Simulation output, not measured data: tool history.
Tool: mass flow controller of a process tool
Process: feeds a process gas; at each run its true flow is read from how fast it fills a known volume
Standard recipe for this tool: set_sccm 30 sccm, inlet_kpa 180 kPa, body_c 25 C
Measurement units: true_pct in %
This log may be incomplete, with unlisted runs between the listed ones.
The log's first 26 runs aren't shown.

run	hour	set_sccm	inlet_kpa	body_c	true_pct
27	2308.7	19	149	25	98.99
28	2375.0	57	142	24	99.95
29	2471.0	40	237	29	99.29
30	2580.5	40	227	29	99.24
31	2665.2	40	227	29	99.26
32	2770.4	30	180	28	98.91
33	2866.9	30	180	28	99.09
34	2927.0	30	180	28	99.05
35	3046.7	79	180	38	98.97
36	3160.6	20	195	28	98.84
37	3242.3	19	209	21	99.70
38	3325.5	81	163	32	99.69
39	3434.6	77	203	28	100.13
40	3519.1	51	166	25	99.77
41	3587.9	90	203	25	100.63
42	3673.8	90	175	31	100.01
43	3787.7	23	209	26	99.10
44	3859.1	23	194	26	99.06
45	3916.6	23	194	26	98.98
46	4009.3	78	188	26	100.43
47	4105.5	22	206	26	99.01
48	4188.8	12	210	24	98.52
49	4272.8	12	210	24	98.51

Consider 3 possible next runs. They are alternatives, not a sequence: every one starts from the tool as it was left by run 49. What does each give?
A	4353.2	30	171	25	?
B	4353.2	44	180	25	?
C	4353.2	41	249	34	?

run	true_pct
A	99.47
B	99.64
C	98.86
Take away the tool's hidden state, keep each run's random variation, and the runs would have read:
run	true_pct
A	98.83
B	98.85
C	98.10
